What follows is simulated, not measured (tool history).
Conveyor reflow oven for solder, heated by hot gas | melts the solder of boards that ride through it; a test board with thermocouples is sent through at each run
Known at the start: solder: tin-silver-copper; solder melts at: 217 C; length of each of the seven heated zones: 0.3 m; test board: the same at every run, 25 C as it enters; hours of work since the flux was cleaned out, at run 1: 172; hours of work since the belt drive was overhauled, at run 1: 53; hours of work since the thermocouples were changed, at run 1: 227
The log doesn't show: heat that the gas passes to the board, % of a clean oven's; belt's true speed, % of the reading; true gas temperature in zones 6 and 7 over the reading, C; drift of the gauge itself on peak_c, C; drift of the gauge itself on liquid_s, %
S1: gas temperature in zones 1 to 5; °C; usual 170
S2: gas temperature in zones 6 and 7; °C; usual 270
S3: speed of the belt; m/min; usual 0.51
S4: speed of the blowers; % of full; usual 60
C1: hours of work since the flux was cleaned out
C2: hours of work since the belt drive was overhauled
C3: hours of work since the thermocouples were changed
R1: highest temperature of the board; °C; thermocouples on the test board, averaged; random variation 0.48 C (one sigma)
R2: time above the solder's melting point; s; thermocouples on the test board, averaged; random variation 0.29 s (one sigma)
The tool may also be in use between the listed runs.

| run | day | S1 | S2 | S3 | S4 | C1 | C2 | C3 | R1 | R2 |
|---|---|---|---|---|---|---|---|---|---|---|
| 1 | 0 | 170 | 270 | 0.51 | 60 | 172 | 53 | 227 | 257.1 | 54.7 |
| 2 | 0.442 | 177 | 270 | 0.51 | 60 | 179 | 60 | 235 | 257.4 | 58.6 |
| 3 | 0.788 | 177 | 270 | 0.51 | 60 | 184 | 66 | 240 | 257.6 | 58.5 |
| 4 | 1.079 | 170 | 270 | 0.51 | 60 | 189 | 70 | 245 | 257.1 | 55.6 |
| 5 | 1.475 | 163 | 270 | 0.51 | 60 | 195 | 77 | 251 | 256.3 | 53.2 |
| 6 | 1.758 | 163 | 270 | 0.51 | 60 | 200 | 81 | 256 | 255.6 | 52.9 |
| 7 | 2.146 | 163 | 270 | 0.51 | 60 | 206 | 88 | 262 | 255.7 | 52.5 |
| 8 | 2.488 | 159 | 270 | 0.51 | 60 | 212 | 93 | 267 | 254.8 | 51.4 |
| 9 | 3.021 | 159 | 270 | 0.51 | 60 | 220 | 102 | 276 | 255.9 | 51.1 |
|  | 3.246 | belt drive overhauled, speed set with a stopwatch |
| 10 | 3.525 | 159 | 270 | 0.51 | 60 | 226 | 5 | 281 | 254.7 | 51.1 |
| 11 | 3.842 | 170 | 270 | 0.51 | 60 | 231 | 10 | 287 | 256.6 | 55.9 |
| 12 | 4.25 | 170 | 270 | 0.51 | 60 | 237 | 16 | 293 | 257.5 | 55.8 |
| 13 | 4.592 | 181 | 270 | 0.51 | 60 | 243 | 22 | 299 | 257.7 | 59.6 |
| 14 | 5.112 | 170 | 270 | 0.51 | 60 | 251 | 30 | 307 | 256.7 | 55.2 |
|  | 5.421 | belt drive overhauled, speed set with a stopwatch, once more |
| 15 | 5.642 | 170 | 273 | 0.51 | 60 | 257 | 4 | 313 | 259.3 | 56.9 |
| 16 | 6.004 | 156 | 283 | 0.543 | 80 | 263 | 9 | 319 | 268.8 | 54.3 |
| 17 | 6.596 | 173 | 270 | 0.566 | 60 | 272 | 19 | 328 | 254.2 | 48 |
| 18 | 7.233 | 161 | 270 | 0.428 | 85 | 283 | 29 | 338 | 262.2 | 69.2 |
| 19 | 7.662 | 161 | 270 | 0.428 | 85 | 290 | 36 | 345 | 263.2 | 69.6 |
| 20 | 8.075 | 161 | 270 | 0.428 | 85 | 296 | 43 | 352 | 262.6 | 69.3 |
| 21 | 8.542 | 161 | 270 | 0.428 | 85 | 304 | 50 | 359 | 262.9 | 68.7 |
| 22 | 9.088 | 158 | 272 | 0.51 | 74 | 312 | 59 | 368 | 258.3 | 54 |
| 23 | 9.75 | 159 | 258 | 0.51 | 60 | 323 | 70 | 379 | 243.8 | 43.3 |
| 24 | 10.283 | 159 | 258 | 0.51 | 60 | 332 | 78 | 387 | 242.9 | 42.6 |
| 25 | 10.771 | 175 | 268 | 0.51 | 60 | 339 | 86 | 395 | 254.8 | 56 |
| 26 | 11.233 | 170 | 270 | 0.445 | 61 | 347 | 93 | 403 | 260.1 | 66.8 |
| 27 | 11.604 | 170 | 270 | 0.445 | 61 | 353 | 99 | 409 | 260.1 | 66.5 |
| 28 | 12.146 | 158 | 277 | 0.445 | 82 | 362 | 108 | 417 | 267.6 | 67.1 |
| 29 | 12.567 | 158 | 277 | 0.445 | 82 | 368 | 115 | 424 | 268.1 | 67.6 |
| 30 | 12.946 | 158 | 277 | 0.445 | 82 | 374 | 121 | 430 | 267.6 | 67.5 |

4 ways to go on from here, each from the tool as it stands after run 30. What would each give?
| A | 13.312 | 170 | 270 | 0.609 | 60 | 380 | 127 | 436 | ? | ? |
| B | 13.312 | 172 | 282 | 0.51 | 60 | 380 | 127 | 436 | ? | ? |
| C | 13.312 | 156 | 270 | 0.51 | 60 | 380 | 127 | 436 | ? | ? |
| D | 13.312 | 174 | 279 | 0.445 | 83 | 380 | 127 | 436 | ? | ? |

| run | R1 | R2 |
|---|---|---|
| A | 250.6 | 42.4 |
| B | 267.9 | 61.6 |
| C | 253.4 | 49.8 |
| D | 270.4 | 73.5 |
Without the tool's hidden state the same runs would have given:
| run | R1 | R2 |
|---|---|---|
| A | 252.8 | 43.9 |
| B | 269.8 | 62.4 |
| C | 255.4 | 51.2 |
| D | 272.1 | 74.1 |
